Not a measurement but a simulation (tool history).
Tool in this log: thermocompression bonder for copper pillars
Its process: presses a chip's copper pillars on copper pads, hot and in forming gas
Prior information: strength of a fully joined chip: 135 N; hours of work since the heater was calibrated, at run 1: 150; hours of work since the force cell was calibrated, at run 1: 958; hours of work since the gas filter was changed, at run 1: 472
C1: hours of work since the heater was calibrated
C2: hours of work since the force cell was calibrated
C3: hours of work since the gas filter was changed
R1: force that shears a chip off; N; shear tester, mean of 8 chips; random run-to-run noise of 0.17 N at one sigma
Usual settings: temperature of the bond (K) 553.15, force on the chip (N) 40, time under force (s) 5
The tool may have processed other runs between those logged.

Run 1, hour 0: usual settings; C1 150; C2 958; C3 472. Result: R1 62.7 N.
At hour 40.7: forming gas filter changed.
Run 2, hour 54.6: usual settings but force on the chip (N) 51; C1 181; C2 989; C3 8. Result: R1 73 N.
Run 3, hour 91.6: usual settings but force on the chip (N) 51; C1 203; C2 1011; C3 30. Result: R1 72.8 N.
Run 4, hour 127.3: usual settings but temperature of the bond (K) 533.15, force on the chip (N) 51; C1 224; C2 1032; C3 51. Result: R1 61.4 N.
Run 5, hour 173.5: usual settings but temperature of the bond (K) 533.15, force on the chip (N) 51; C1 251; C2 1059; C3 78. Result: R1 61.8 N.
Run 6, hour 232.1: usual settings but temperature of the bond (K) 533.15, force on the chip (N) 51; C1 285; C2 1093; C3 112. Result: R1 61.6 N.
Run 7, hour 303.4: usual settings; C1 327; C2 1135; C3 154. Result: R1 63 N.
Run 8, hour 366.9: usual settings; C1 364; C2 1172; C3 191. Result: R1 63.1 N.
Run 9, hour 401.7: usual settings but force on the chip (N) 34; C1 384; C2 1192; C3 211. Result: R1 56.6 N.
Run 10, hour 458.4: usual settings but time under force (s) 4; C1 417; C2 1225; C3 244. Result: R1 58.1 N.
Run 11, hour 529.6: usual settings but temperature of the bond (K) 528.15, time under force (s) 4; C1 459; C2 1267; C3 286. Result: R1 45.6 N.
Run 12, hour 590.1: usual settings; C1 494; C2 1302; C3 321. Result: R1 63 N.
Run 13, hour 631.4: usual settings; C1 518; C2 1327; C3 345. Result: R1 63.4 N.
Run 14, hour 708.5: usual settings; C1 563; C2 1372; C3 390. Result: R1 63.2 N.
Run 15, hour 772.6: usual settings; C1 601; C2 1409; C3 428. Result: R1 63.6 N.
Run 16, hour 841.4: usual settings; C1 641; C2 1449; C3 468. Result: R1 63.3 N.
Run 17, hour 877.5: usual settings but force on the chip (N) 52; C1 662; C2 1470; C3 489. Result: R1 75.2 N.
At hour 889.6: forming gas filter changed.
Run 18, hour 946.2: usual settings but force on the chip (N) 52, time under force (s) 3; C1 702; C2 1510; C3 33. Result: R1 63 N.
Run 19, hour 987: usual settings; C1 726; C2 1534; C3 57. Result: R1 63.6 N.

What does the tool deliver on the next run?
Run 20, hour 1066.1: usual settings; C1 772; C2 1580; C3 103. Result: R1 ?.

Run 20 gave R1 63.6 N.
Were there no unlogged condition in the tool, this run, its random variation unchanged, would have produced R1 62.6 N.

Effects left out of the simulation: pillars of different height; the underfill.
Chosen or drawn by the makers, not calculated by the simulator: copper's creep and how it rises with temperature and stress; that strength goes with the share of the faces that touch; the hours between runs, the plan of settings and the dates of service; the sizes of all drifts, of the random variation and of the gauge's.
